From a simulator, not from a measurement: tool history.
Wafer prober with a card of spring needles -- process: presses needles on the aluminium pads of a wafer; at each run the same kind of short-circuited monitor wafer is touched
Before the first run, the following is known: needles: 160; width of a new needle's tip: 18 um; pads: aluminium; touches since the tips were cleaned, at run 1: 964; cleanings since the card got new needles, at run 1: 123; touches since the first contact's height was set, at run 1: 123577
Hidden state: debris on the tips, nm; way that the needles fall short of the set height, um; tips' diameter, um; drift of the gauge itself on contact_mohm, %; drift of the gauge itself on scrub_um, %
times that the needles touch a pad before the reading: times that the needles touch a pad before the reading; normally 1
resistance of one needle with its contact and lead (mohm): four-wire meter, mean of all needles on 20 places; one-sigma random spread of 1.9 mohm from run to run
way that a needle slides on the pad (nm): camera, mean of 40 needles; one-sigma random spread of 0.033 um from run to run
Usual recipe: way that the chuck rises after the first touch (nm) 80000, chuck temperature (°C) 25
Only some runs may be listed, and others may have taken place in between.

run    hour  way that the chuck rises after the first touch (nm)  chuck temperature (°C)  times that the needles touch a pad before the reading  touches since the tips were cleaned  cleanings since the card got new needles  touches since the first contact's height was set  resistance of one needle with its contact and lead (mohm)  way that a needle slides on the pad (nm)
  1     0.0                                                80000                      25                                                      1                                  964                                       123                                            123577                                                        214                                     14730
       15.2  -- tips cleaned on abrasive film
       33.4  -- tips cleaned on abrasive film
  2    43.3                                                76000                      25                                                      1                                 3586                                       125                                            139161                                                        252                                     13850
       50.5  -- tips cleaned on abrasive film
       68.6  -- tips cleaned on abrasive film
       83.8  -- tips cleaned on abrasive film
  3    92.2                                                76000                      25                                                      1                                 3043                                       128                                            156738                                                        241                                     13780
       99.9  -- tips cleaned on abrasive film
      115.1  -- tips cleaned on abrasive film
      122.9  -- height of the first contact set anew
      134.1  -- tips cleaned on abrasive film
      152.4  -- tips cleaned on abrasive film
  4   152.4                                                76000                      25                                                      1                                    0                                       132                                             10574                                                        208                                     14340
      170.9  -- tips cleaned on abrasive film
      189.8  -- tips cleaned on abrasive film
  5   204.2                                                76000                      25                                                      1                                 5211                                       134                                             29256                                                        259                                     14320
      208.1  -- tips cleaned on abrasive film
      226.8  -- tips cleaned on abrasive film
      245.5  -- tips cleaned on abrasive film
  6   257.6                                                84000                      25                                                      1                                 4346                                       137                                             48414                                                        242                                     15780
      261.4  -- tips cleaned on abrasive film
      279.7  -- tips cleaned on abrasive film, once more
      298.7  -- tips cleaned on abrasive film
  7   301.4                                                84000                      25                                                      1                                  984                                       140                                             64154                                                        214                                     15720
      315.5  -- tips cleaned on abrasive film
      334.5  -- tips cleaned on abrasive film
      353.0  -- tips cleaned on abrasive film
      369.2  -- tips cleaned on abrasive film
  8   369.2                                                84000                      25                                                      1                                    0                                       144                                             88520                                                        204                                     15600
      388.2  -- tips cleaned on abrasive film
      403.3  -- tips cleaned on abrasive film
  9   416.1                                                84000                      25                                                      1                                 4602                                       146                                            105382                                                        245                                     15600
      419.9  -- tips cleaned on abrasive film
      435.1  -- tips cleaned on abrasive film
      450.3  -- tips cleaned on abrasive film
 10   454.3                                                61000                      25                                                      1                                 1461                                       149                                            119104                                                        243                                     11200
      465.5  -- tips cleaned on abrasive film
      484.4  -- tips cleaned on abrasive film
      503.4  -- tips cleaned on abrasive film
 11   506.1                                                61000                      25                                                      1                                  968                                       152                                            137692                                                        235                                     11150
      521.1  -- tips cleaned on abrasive film
      540.0  -- tips cleaned on abrasive film
      555.2  -- tips cleaned on abrasive film
 12   562.3                                                61000                      25                                                      1                                 2585                                       155                                            157922                                                        258                                     11070
      573.7  -- tips cleaned on abrasive film
      588.9  -- tips cleaned on abrasive film
      589.2  -- height of the first contact set anew
 13   603.1                                                61000                      36                                                      1                                 5010                                       157                                              5010                                                        292                                     11510
      606.9  -- tips cleaned on abrasive film
      622.1  -- tips cleaned on abrasive film
      641.0  -- tips cleaned on abrasive film
      659.2  -- tips cleaned on abrasive film
 14   671.9                                                61000                      36                                                      1                                 4595                                       161                                             29746                                                        287                                     11460
      675.8  -- tips cleaned on abrasive film
      691.0  -- tips cleaned on abrasive film
 15   703.5                                               100000                      37                                                      3                                 4517                                       163                                             41076                                                        214                                     18830
      707.3  -- tips cleaned on abrasive film
      722.5  -- tips cleaned on abrasive film
      741.5  -- tips cleaned on abrasive film
      756.6  -- tips cleaned on abrasive film
 16   758.1                                               100000                      37                                                      3                                  536                                       167                                             60681                                                        210                                     18690
      772.7  -- tips cleaned on abrasive film
      787.8  -- tips cleaned on abrasive film
      805.8  -- tips cleaned on abrasive film
 17   817.4                                               100000                      37                                                      3                                 4215                                       170                                             82017                                                        209                                     18690
      821.3  -- tips cleaned on abrasive film
      836.5  -- tips cleaned on abrasive film
 18   849.7                                               100000                      37                                                      3                                 4777                                       172                                             93604                                                        213                                     18610
      853.6  -- tips cleaned on abrasive film
      872.4  -- tips cleaned on abrasive film
      891.3  -- tips cleaned on abrasive film
 19   905.9                                                81000                      25                                                      3                                 5259                                       175                                            113789                                                        221                                     15030
      909.7  -- tips cleaned on abrasive film
      928.7  -- tips cleaned on abrasive film
      947.6  -- tips cleaned on abrasive film
 20   947.6                                                81000                      93                                                      3                                    0                                       178                                            128752                                                        221                                     14940
      962.7  -- tips cleaned on abrasive film
      981.7  -- tips cleaned on abrasive film
 21   995.9                                                80000                      36                                                      1                                 5150                                       180                                            146164                                                        269                                     14680
      999.8  -- tips cleaned on abrasive film
     1018.0  -- tips cleaned on abrasive film
     1035.9  -- tips cleaned on abrasive film
     1054.1  -- tips cleaned on abrasive film
     1054.4  -- height of the first contact set anew
     1072.0  -- tips cleaned on abrasive film
 22  1072.0                                                80000                      36                                                      1                                    0                                       185                                              6342                                                        209                                     15080
     1090.6  -- tips cleaned on abrasive film
     1109.5  -- tips cleaned on abrasive film
     1124.7  -- tips cleaned on abrasive film
 23  1124.7                                                80000                      36                                                      1                                    0                                       188                                             25283                                                        207                                     15050
     1142.5  -- tips cleaned on abrasive film
     1160.2  -- tips cleaned on abrasive film
     1178.4  -- tips cleaned on abrasive film
     1197.0  -- tips cleaned on abrasive film
 24  1200.2                                                88000                      36                                                      2                                 1175                                       192                                             52432                                                        216                                     16440
     1215.4  -- tips cleaned on abrasive film
     1233.8  -- tips cleaned on abrasive film
 25  1236.5                                                88000                      36                                                      2                                  956                                       194                                             65458                                                        211                                     16410
     1250.9  -- tips cleaned on abrasive film
     1269.9  -- tips cleaned on abrasive film
     1288.4  -- tips cleaned on abrasive film
 26  1288.4                                                88000                      36                                                      2                                    0                                       197                                             84125                                                        212                                     16400
     1307.4  -- tips cleaned on abrasive film
     1326.1  -- tips cleaned on abrasive film
     1344.8  -- tips cleaned on abrasive film
 27  1349.6                                                88000                      36                                                      2                                 1725                                       200                                            106124                                                        218                                     16340
     1361.0  -- tips cleaned on abrasive film
     1380.0  -- tips cleaned on abrasive film
     1395.1  -- tips cleaned on abrasive film
     1411.8  -- tips cleaned on abrasive film
 28  1411.8                                                80000                      35                                                      2                                    0                                       204                                            128477                                                        210                                     14700

For each entry between runs, how does the tool's hidden state at the last listed run before it compare with that at the first listed run after it?
In the gap between runs 1 and 2: tips cleaned on abrasive film (hour 15.2); tips cleaned on abrasive film (hour 33.4)
  debris on the tips, nm: 20.5 -> 62.5; way that the needles fall short of the set height, um: 1.98 -> 2.66; tips' diameter, um: 22.35 -> 24.76
  measured result minus the result with no hidden state, resistance of one needle with its contact and lead (mohm): +14 -> +53; way that a needle slides on the pad (nm): -370 -> -500
In the gap between runs 2 and 3: tips cleaned on abrasive film (hour 50.5); tips cleaned on abrasive film (hour 68.6); tips cleaned on abrasive film (hour 83.8)
  debris on the tips, nm: 62.5 -> 44; way that the needles fall short of the set height, um: 2.66 -> 3; tips' diameter, um: 24.76 -> 24.88
  measured result minus the result with no hidden state, resistance of one needle with its contact and lead (mohm): +53 -> +40; way that a needle slides on the pad (nm): -500 -> -570
In the gap between runs 3 and 4: tips cleaned on abrasive film (hour 99.9); tips cleaned on abrasive film (hour 115.1); height of the first contact set anew (hour 122.9); tips cleaned on abrasive film (hour 134.1); tips cleaned on abrasive film (hour 152.4)
  debris on the tips, nm: 44 -> 4.6; way that the needles fall short of the set height, um: 3 -> 0.19; tips' diameter, um: 24.88 -> 25.01
  measured result minus the result with no hidden state, resistance of one needle with its contact and lead (mohm): +40 -> +7; way that a needle slides on the pad (nm): -570 -> -30
In the gap between runs 4 and 5: tips cleaned on abrasive film (hour 170.9); tips cleaned on abrasive film (hour 189.8)
  debris on the tips, nm: 4.6 -> 67.9; way that the needles fall short of the set height, um: 0.19 -> 0.38; tips' diameter, um: 25.01 -> 25.08
  measured result minus the result with no hidden state, resistance of one needle with its contact and lead (mohm): +7 -> +57; way that a needle slides on the pad (nm): -30 -> -70
In the gap between runs 5 and 6: tips cleaned on abrasive film (hour 208.1); tips cleaned on abrasive film (hour 226.8); tips cleaned on abrasive film (hour 245.5)
  debris on the tips, nm: 67.9 -> 65; way that the needles fall short of the set height, um: 0.38 -> 0.67; tips' diameter, um: 25.08 -> 25.18
  measured result minus the result with no hidden state, resistance of one needle with its contact and lead (mohm): +57 -> +45; way that a needle slides on the pad (nm): -70 -> -130
In the gap between runs 6 and 7: tips cleaned on abrasive film (hour 261.4); tips cleaned on abrasive film, once more (hour 279.7); tips cleaned on abrasive film (hour 298.7)
  debris on the tips, nm: 65 -> 21; way that the needles fall short of the set height, um: 0.67 -> 0.99; tips' diameter, um: 25.18 -> 25.29
  measured result minus the result with no hidden state, resistance of one needle with its contact and lead (mohm): +45 -> +17; way that a needle slides on the pad (nm): -130 -> -180
In the gap between runs 7 and 8: tips cleaned on abrasive film (hour 315.5); tips cleaned on abrasive film (hour 334.5); tips cleaned on abrasive film (hour 353.0); tips cleaned on abrasive film (hour 369.2)
  debris on the tips, nm: 21 -> 7.6; way that the needles fall short of the set height, um: 0.99 -> 1.43; tips' diameter, um: 25.29 -> 25.44
  measured result minus the result with no hidden state, resistance of one needle with its contact and lead (mohm): +17 -> +8; way that a needle slides on the pad (nm): -180 -> -270
In the gap between runs 8 and 9: tips cleaned on abrasive film (hour 388.2); tips cleaned on abrasive film (hour 403.3)
  debris on the tips, nm: 7.6 -> 62.9; way that the needles fall short of the set height, um: 1.43 -> 1.6; tips' diameter, um: 25.44 -> 25.5
  measured result minus the result with no hidden state, resistance of one needle with its contact and lead (mohm): +8 -> +46; way that a needle slides on the pad (nm): -270 -> -310
In the gap between runs 9 and 10: tips cleaned on abrasive film (hour 419.9); tips cleaned on abrasive film (hour 435.1); tips cleaned on abrasive film (hour 450.3)
  debris on the tips, nm: 62.9 -> 29.4; way that the needles fall short of the set height, um: 1.6 -> 1.83; tips' diameter, um: 25.5 -> 25.59
  measured result minus the result with no hidden state, resistance of one needle with its contact and lead (mohm): +46 -> +42; way that a needle slides on the pad (nm): -310 -> -350
In the gap between runs 10 and 11: tips cleaned on abrasive film (hour 465.5); tips cleaned on abrasive film (hour 484.4); tips cleaned on abrasive film (hour 503.4)
  debris on the tips, nm: 29.4 -> 21.8; way that the needles fall short of the set height, um: 1.83 -> 2.1; tips' diameter, um: 25.59 -> 25.68
  measured result minus the result with no hidden state, resistance of one needle with its contact and lead (mohm): +42 -> +34; way that a needle slides on the pad (nm): -350 -> -400
In the gap between runs 11 and 12: tips cleaned on abrasive film (hour 521.1); tips cleaned on abrasive film (hour 540.0); tips cleaned on abrasive film (hour 555.2)
  debris on the tips, nm: 21.8 -> 40.1; way that the needles fall short of the set height, um: 2.1 -> 2.43; tips' diameter, um: 25.68 -> 25.8
  measured result minus the result with no hidden state, resistance of one needle with its contact and lead (mohm): +34 -> +58; way that a needle slides on the pad (nm): -400 -> -460
In the gap between runs 12 and 13: tips cleaned on abrasive film (hour 573.7); tips cleaned on abrasive film (hour 588.9); height of the first contact set anew (hour 589.2)
  debris on the tips, nm: 40.1 -> 68; way that the needles fall short of the set height, um: 2.43 -> 0; tips' diameter, um: 25.8 -> 25.88
  measured result minus the result with no hidden state, resistance of one needle with its contact and lead (mohm): +58 -> +87; way that a needle slides on the pad (nm): -460 -> +0
In the gap between runs 13 and 14: tips cleaned on abrasive film (hour 606.9); tips cleaned on abrasive film (hour 622.1); tips cleaned on abrasive film (hour 641.0); tips cleaned on abrasive film (hour 659.2)
  debris on the tips, nm: 68 -> 64; way that the needles fall short of the set height, um: 0 -> 0.4; tips' diameter, um: 25.88 -> 26.02
  measured result minus the result with no hidden state, resistance of one needle with its contact and lead (mohm): +87 -> +83; way that a needle slides on the pad (nm): +0 -> -80
In the gap between runs 14 and 15: tips cleaned on abrasive film (hour 675.8); tips cleaned on abrasive film (hour 691.0)
  debris on the tips, nm: 64 -> 62.8; way that the needles fall short of the set height, um: 0.4 -> 0.61; tips' diameter, um: 26.02 -> 26.09
  measured result minus the result with no hidden state, resistance of one needle with its contact and lead (mohm): +83 -> +15; way that a needle slides on the pad (nm): -80 -> -110
In the gap between runs 15 and 16: tips cleaned on abrasive film (hour 707.3); tips cleaned on abrasive film (hour 722.5); tips cleaned on abrasive film (hour 741.5); tips cleaned on abrasive film (hour 756.6)
  debris on the tips, nm: 62.8 -> 17.6; way that the needles fall short of the set height, um: 0.61 -> 0.96; tips' diameter, um: 26.09 -> 26.21
  measured result minus the result with no hidden state, resistance of one needle with its contact and lead (mohm): +15 -> +7; way that a needle slides on the pad (nm): -110 -> -190
In the gap between runs 16 and 17: tips cleaned on abrasive film (hour 772.7); tips cleaned on abrasive film (hour 787.8); tips cleaned on abrasive film (hour 805.8)
  debris on the tips, nm: 17.6 -> 57.2; way that the needles fall short of the set height, um: 0.96 -> 1.24; tips' diameter, um: 26.21 -> 26.31
  measured result minus the result with no hidden state, resistance of one needle with its contact and lead (mohm): +7 -> +14; way that a needle slides on the pad (nm): -190 -> -230
In the gap between runs 17 and 18: tips cleaned on abrasive film (hour 821.3); tips cleaned on abrasive film (hour 836.5)
  debris on the tips, nm: 57.2 -> 67.2; way that the needles fall short of the set height, um: 1.24 -> 1.43; tips' diameter, um: 26.31 -> 26.38
  measured result minus the result with no hidden state, resistance of one needle with its contact and lead (mohm): +14 -> +16; way that a needle slides on the pad (nm): -230 -> -270
In the gap between runs 18 and 19: tips cleaned on abrasive film (hour 853.6); tips cleaned on abrasive film (hour 872.4); tips cleaned on abrasive film (hour 891.3)
  debris on the tips, nm: 67.2 -> 66.9; way that the needles fall short of the set height, um: 1.43 -> 1.79; tips' diameter, um: 26.38 -> 26.5
  measured result minus the result with no hidden state, resistance of one needle with its contact and lead (mohm): +16 -> +23; way that a needle slides on the pad (nm): -270 -> -340
In the gap between runs 19 and 20: tips cleaned on abrasive film (hour 909.7); tips cleaned on abrasive film (hour 928.7); tips cleaned on abrasive film (hour 947.6)
  debris on the tips, nm: 66.9 -> 8.7; way that the needles fall short of the set height, um: 1.79 -> 2.11; tips' diameter, um: 26.5 -> 26.61
  measured result minus the result with no hidden state, resistance of one needle with its contact and lead (mohm): +23 -> +7; way that a needle slides on the pad (nm): -340 -> -400
In the gap between runs 20 and 21: tips cleaned on abrasive film (hour 962.7); tips cleaned on abrasive film (hour 981.7)
  debris on the tips, nm: 8.7 -> 75.4; way that the needles fall short of the set height, um: 2.11 -> 2.33; tips' diameter, um: 26.61 -> 26.69
  measured result minus the result with no hidden state, resistance of one needle with its contact and lead (mohm): +7 -> +66; way that a needle slides on the pad (nm): -400 -> -440
In the gap between runs 21 and 22: tips cleaned on abrasive film (hour 999.8); tips cleaned on abrasive film (hour 1018.0); tips cleaned on abrasive film (hour 1035.9); tips cleaned on abrasive film (hour 1054.1); height of the first contact set anew (hour 1054.4); tips cleaned on abrasive film (hour 1072.0)
  debris on the tips, nm: 75.4 -> 3.5; way that the needles fall short of the set height, um: 2.33 -> 0.13; tips' diameter, um: 26.69 -> 26.87
  measured result minus the result with no hidden state, resistance of one needle with its contact and lead (mohm): +66 -> +7; way that a needle slides on the pad (nm): -440 -> -30
In the gap between runs 22 and 23: tips cleaned on abrasive film (hour 1090.6); tips cleaned on abrasive film (hour 1109.5); tips cleaned on abrasive film (hour 1124.7)
  debris on the tips, nm: 3.5 -> 3.3; way that the needles fall short of the set height, um: 0.13 -> 0.44; tips' diameter, um: 26.87 -> 26.98
  measured result minus the result with no hidden state, resistance of one needle with its contact and lead (mohm): +7 -> +7; way that a needle slides on the pad (nm): -30 -> -80
In the gap between runs 23 and 24: tips cleaned on abrasive film (hour 1142.5); tips cleaned on abrasive film (hour 1160.2); tips cleaned on abrasive film (hour 1178.4); tips cleaned on abrasive film (hour 1197.0)
  debris on the tips, nm: 3.3 -> 24.1; way that the needles fall short of the set height, um: 0.44 -> 0.89; tips' diameter, um: 26.98 -> 27.14
  measured result minus the result with no hidden state, resistance of one needle with its contact and lead (mohm): +7 -> +14; way that a needle slides on the pad (nm): -80 -> -160
In the gap between runs 24 and 25: tips cleaned on abrasive film (hour 1215.4); tips cleaned on abrasive film (hour 1233.8)
  debris on the tips, nm: 24.1 -> 20; way that the needles fall short of the set height, um: 0.89 -> 1.09; tips' diameter, um: 27.14 -> 27.21
  measured result minus the result with no hidden state, resistance of one needle with its contact and lead (mohm): +14 -> +12; way that a needle slides on the pad (nm): -160 -> -200
In the gap between runs 25 and 26: tips cleaned on abrasive film (hour 1250.9); tips cleaned on abrasive film (hour 1269.9); tips cleaned on abrasive film (hour 1288.4)
  debris on the tips, nm: 20 -> 8.1; way that the needles fall short of the set height, um: 1.09 -> 1.41; tips' diameter, um: 27.21 -> 27.32
  measured result minus the result with no hidden state, resistance of one needle with its contact and lead (mohm): +12 -> +7; way that a needle slides on the pad (nm): -200 -> -260
In the gap between runs 26 and 27: tips cleaned on abrasive film (hour 1307.4); tips cleaned on abrasive film (hour 1326.1); tips cleaned on abrasive film (hour 1344.8)
  debris on the tips, nm: 8.1 -> 31.3; way that the needles fall short of the set height, um: 1.41 -> 1.78; tips' diameter, um: 27.32 -> 27.45
  measured result minus the result with no hidden state, resistance of one needle with its contact and lead (mohm): +7 -> +18; way that a needle slides on the pad (nm): -260 -> -330
In the gap between runs 27 and 28: tips cleaned on abrasive film (hour 1361.0); tips cleaned on abrasive film (hour 1380.0); tips cleaned on abrasive film (hour 1395.1); tips cleaned on abrasive film (hour 1411.8)
  debris on the tips, nm: 31.3 -> 6.2; way that the needles fall short of the set height, um: 1.78 -> 2.18; tips' diameter, um: 27.45 -> 27.59
  measured result minus the result with no hidden state, resistance of one needle with its contact and lead (mohm): +18 -> +8; way that a needle slides on the pad (nm): -330 -> -420
